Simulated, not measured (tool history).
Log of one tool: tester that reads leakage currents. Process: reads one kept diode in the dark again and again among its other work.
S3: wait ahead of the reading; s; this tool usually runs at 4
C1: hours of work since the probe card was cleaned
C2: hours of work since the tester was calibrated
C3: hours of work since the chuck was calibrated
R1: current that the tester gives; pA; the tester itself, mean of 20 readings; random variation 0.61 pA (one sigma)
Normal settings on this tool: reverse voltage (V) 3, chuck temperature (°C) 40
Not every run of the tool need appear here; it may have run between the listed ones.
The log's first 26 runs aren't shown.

{"run": 27, "hour": 996.1, "reverse voltage (V)": 3.8, "chuck temperature (°C)": 41, "S3": 8.05, "C1": 962, "C2": 624, "C3": 437, "R1": 247.47}
{"run": 28, "hour": 1027.5, "reverse voltage (V)": 2.73, "chuck temperature (°C)": 36, "S3": 2.59, "C1": 977, "C2": 639, "C3": 452, "R1": 137.51}
{"run": 29, "hour": 1078.4, "reverse voltage (V)": 2.73, "chuck temperature (°C)": 36, "S3": 2.59, "C1": 1003, "C2": 665, "C3": 478, "R1": 137.82}
{"run": 30, "hour": 1136.3, "reverse voltage (V)": 11.44, "chuck temperature (°C)": 29, "S3": 4.63, "C1": 1032, "C2": 694, "C3": 507, "R1": 163.48}
{"run": 31, "hour": 1180.0, "reverse voltage (V)": 11.44, "chuck temperature (°C)": 29, "S3": 4.63, "C1": 1054, "C2": 716, "C3": 529, "R1": 162.27}
{"run": 32, "hour": 1205.1, "reverse voltage (V)": 5.19, "chuck temperature (°C)": 40, "S3": 1.25, "C1": 1066, "C2": 728, "C3": 541, "R1": 270.02}
{"run": 33, "hour": 1258.2, "reverse voltage (V)": 5.19, "chuck temperature (°C)": 40, "S3": 0.59, "C1": 1093, "C2": 755, "C3": 568, "R1": 271}
{"hour": 1307.0, "done": "probe card cleaned and baked"}
{"run": 34, "hour": 1316.6, "reverse voltage (V)": 1.81, "chuck temperature (°C)": 52, "S3": 2.56, "C1": 5, "C2": 783, "C3": 596, "R1": 392.73}
{"run": 35, "hour": 1365.6, "reverse voltage (V)": 2.59, "chuck temperature (°C)": 36, "S3": 1.61, "C1": 29, "C2": 807, "C3": 620, "R1": 134.17}
{"run": 36, "hour": 1406.0, "reverse voltage (V)": 2.59, "chuck temperature (°C)": 36, "S3": 1.61, "C1": 50, "C2": 828, "C3": 640, "R1": 133.68}

Estimate the outcome of run 37 from the log above:
{"run": 37, "hour": 1448.5, "reverse voltage (V)": 2.59, "chuck temperature (°C)": 36, "S3": 1.61, "C1": 71, "C2": 849, "C3": 662, "R1": "?"}

R1: 134.09 pA
With the hidden condition absent and the run-to-run variation left alone, this run would have shown R1 134.04 pA.
